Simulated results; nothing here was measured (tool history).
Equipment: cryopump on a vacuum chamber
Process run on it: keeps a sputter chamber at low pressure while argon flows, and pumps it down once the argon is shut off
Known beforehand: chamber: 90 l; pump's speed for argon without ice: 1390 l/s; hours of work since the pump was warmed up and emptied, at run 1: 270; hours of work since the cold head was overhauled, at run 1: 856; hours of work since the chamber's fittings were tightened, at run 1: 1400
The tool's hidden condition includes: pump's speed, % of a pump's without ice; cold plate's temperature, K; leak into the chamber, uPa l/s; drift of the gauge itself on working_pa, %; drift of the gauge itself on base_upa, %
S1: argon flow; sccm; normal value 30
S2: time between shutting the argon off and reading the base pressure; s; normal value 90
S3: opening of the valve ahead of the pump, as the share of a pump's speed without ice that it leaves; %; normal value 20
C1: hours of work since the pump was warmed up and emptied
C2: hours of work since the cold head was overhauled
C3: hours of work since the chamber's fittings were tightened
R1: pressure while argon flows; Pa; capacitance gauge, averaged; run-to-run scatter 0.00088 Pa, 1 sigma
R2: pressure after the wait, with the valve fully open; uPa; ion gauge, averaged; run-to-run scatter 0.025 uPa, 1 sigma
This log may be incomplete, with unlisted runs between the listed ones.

{"run": 1, "hour": 0.0, "S1": 30, "S2": 90, "S3": 20, "C1": 270, "C2": 856, "C3": 1400, "R1": 0.1868, "R2": 1.48}
{"run": 2, "hour": 32.6, "S1": 13, "S2": 90, "S3": 20, "C1": 297, "C2": 884, "C3": 1428, "R1": 0.0818, "R2": 1.52}
{"run": 3, "hour": 65.8, "S1": 13, "S2": 90, "S3": 20, "C1": 325, "C2": 912, "C3": 1456, "R1": 0.0808, "R2": 1.5}
{"run": 4, "hour": 125.1, "S1": 25, "S2": 90, "S3": 20, "C1": 375, "C2": 962, "C3": 1506, "R1": 0.1563, "R2": 1.59}
{"run": 5, "hour": 153.5, "S1": 25, "S2": 90, "S3": 20, "C1": 399, "C2": 986, "C3": 1530, "R1": 0.1597, "R2": 1.59}
{"run": 6, "hour": 207.9, "S1": 25, "S2": 90, "S3": 19, "C1": 445, "C2": 1032, "C3": 1576, "R1": 0.167, "R2": 1.73}
{"run": 7, "hour": 257.5, "S1": 25, "S2": 90, "S3": 19, "C1": 487, "C2": 1073, "C3": 1617, "R1": 0.1689, "R2": 1.67}
{"hour": 291.8, "done": "pump warmed up, emptied and cooled again"}
{"run": 8, "hour": 327.0, "S1": 25, "S2": 90, "S3": 19, "C1": 30, "C2": 1128, "C3": 1672, "R1": 0.1609, "R2": 1.49}
{"run": 9, "hour": 388.2, "S1": 25, "S2": 90, "S3": 19, "C1": 81, "C2": 1179, "C3": 1723, "R1": 0.1607, "R2": 1.53}
{"run": 10, "hour": 425.9, "S1": 25, "S2": 90, "S3": 19, "C1": 113, "C2": 1211, "C3": 1755, "R1": 0.1624, "R2": 1.64}
{"run": 11, "hour": 475.9, "S1": 25, "S2": 90, "S3": 19, "C1": 155, "C2": 1253, "C3": 1797, "R1": 0.1627, "R2": 1.57}
{"run": 12, "hour": 533.5, "S1": 25, "S2": 90, "S3": 19, "C1": 204, "C2": 1302, "C3": 1846, "R1": 0.1636, "R2": 1.65}
{"run": 13, "hour": 566.6, "S1": 25, "S2": 90, "S3": 19, "C1": 232, "C2": 1330, "C3": 1874, "R1": 0.1643, "R2": 1.62}
{"run": 14, "hour": 601.4, "S1": 25, "S2": 90, "S3": 41, "C1": 261, "C2": 1359, "C3": 1903, "R1": 0.0773, "R2": 1.63}
{"run": 15, "hour": 643.0, "S1": 25, "S2": 90, "S3": 41, "C1": 296, "C2": 1394, "C3": 1938, "R1": 0.0781, "R2": 1.79}
{"run": 16, "hour": 694.3, "S1": 17, "S2": 90, "S3": 41, "C1": 339, "C2": 1437, "C3": 1981, "R1": 0.0552, "R2": 1.73}
{"run": 17, "hour": 762.7, "S1": 17, "S2": 90, "S3": 41, "C1": 397, "C2": 1495, "C3": 2039, "R1": 0.0549, "R2": 1.84}
{"run": 18, "hour": 802.1, "S1": 12, "S2": 85, "S3": 32, "C1": 430, "C2": 1528, "C3": 2072, "R1": 0.0492, "R2": 1.81}
{"run": 19, "hour": 846.9, "S1": 12, "S2": 85, "S3": 32, "C1": 468, "C2": 1566, "C3": 2110, "R1": 0.0498, "R2": 1.85}
{"run": 20, "hour": 893.7, "S1": 30, "S2": 191, "S3": 24, "C1": 507, "C2": 1605, "C3": 2149, "R1": 0.163, "R2": 1.49}
{"hour": 904.1, "done": "pump warmed up, emptied and cooled again"}
{"run": 21, "hour": 929.3, "S1": 53, "S2": 101, "S3": 51, "C1": 21, "C2": 1631, "C3": 2175, "R1": 0.1288, "R2": 1.59}
{"run": 22, "hour": 957.7, "S1": 37, "S2": 90, "S3": 21, "C1": 45, "C2": 1655, "C3": 2199, "R1": 0.2172, "R2": 1.71}
{"run": 23, "hour": 1012.9, "S1": 37, "S2": 90, "S3": 21, "C1": 92, "C2": 1702, "C3": 2246, "R1": 0.2178, "R2": 1.73}
{"run": 24, "hour": 1056.5, "S1": 40, "S2": 38, "S3": 33, "C1": 128, "C2": 1738, "C3": 2282, "R1": 0.1515, "R2": 2.8}
{"run": 25, "hour": 1096.4, "S1": 40, "S2": 25, "S3": 53, "C1": 162, "C2": 1772, "C3": 2316, "R1": 0.0976, "R2": 3.81}
{"run": 26, "hour": 1127.2, "S1": 40, "S2": 25, "S3": 29, "C1": 188, "C2": 1798, "C3": 2342, "R1": 0.1731, "R2": 3.91}
{"run": 27, "hour": 1182.3, "S1": 27, "S2": 181, "S3": 18, "C1": 234, "C2": 1844, "C3": 2388, "R1": 0.1876, "R2": 1.44}
{"run": 28, "hour": 1242.0, "S1": 35, "S2": 27, "S3": 43, "C1": 285, "C2": 1895, "C3": 2439, "R1": 0.106, "R2": 3.73}
{"run": 29, "hour": 1270.4, "S1": 35, "S2": 27, "S3": 43, "C1": 309, "C2": 1919, "C3": 2463, "R1": 0.1071, "R2": 3.77}
{"run": 30, "hour": 1322.5, "S1": 35, "S2": 74, "S3": 17, "C1": 353, "C2": 1963, "C3": 2507, "R1": 0.26, "R2": 2.25}
{"run": 31, "hour": 1358.3, "S1": 26, "S2": 49, "S3": 17, "C1": 383, "C2": 1993, "C3": 2537, "R1": 0.1922, "R2": 2.64}
{"run": 32, "hour": 1387.4, "S1": 26, "S2": 49, "S3": 17, "C1": 407, "C2": 2017, "C3": 2561, "R1": 0.1937, "R2": 2.72}
{"run": 33, "hour": 1428.9, "S1": 26, "S2": 49, "S3": 17, "C1": 442, "C2": 2052, "C3": 2596, "R1": 0.1958, "R2": 2.76}

The logged runs with the hidden state left out (each run's random variation unchanged):
run=1 R1=0.182 R2=0.98
run=2 R1=0.0794 R2=1.02
run=3 R1=0.0783 R2=0.97
run=4 R1=0.1504 R2=1.02
run=5 R1=0.1533 R2=1
run=6 R1=0.1597 R2=1.09
run=7 R1=0.1608 R2=1.01
run=8 R1=0.1601 R2=0.99
run=9 R1=0.1592 R2=0.99
run=10 R1=0.1604 R2=1.06
run=11 R1=0.16 R2=0.98
run=12 R1=0.1603 R2=1.02
run=13 R1=0.1604 R2=0.98
run=14 R1=0.073 R2=0.97
run=15 R1=0.0732 R2=1.06
run=16 R1=0.0512 R2=1
run=17 R1=0.0502 R2=1.03
run=18 R1=0.0455 R2=1
run=19 R1=0.0458 R2=1.01
run=20 R1=0.1519 R2=0.59
run=21 R1=0.1264 R2=0.92
run=22 R1=0.2151 R2=1.01
run=23 R1=0.2147 R2=1.02
run=24 R1=0.1473 R2=2.05
run=25 R1=0.0924 R2=3.03
run=26 R1=0.1672 R2=3.1
run=27 R1=0.1829 R2=0.6
run=28 R1=0.0987 R2=2.84
run=29 R1=0.0991 R2=2.86
run=30 R1=0.2507 R2=1.26
run=31 R1=0.1848 R2=1.66
run=32 R1=0.1858 R2=1.71
run=33 R1=0.187 R2=1.7
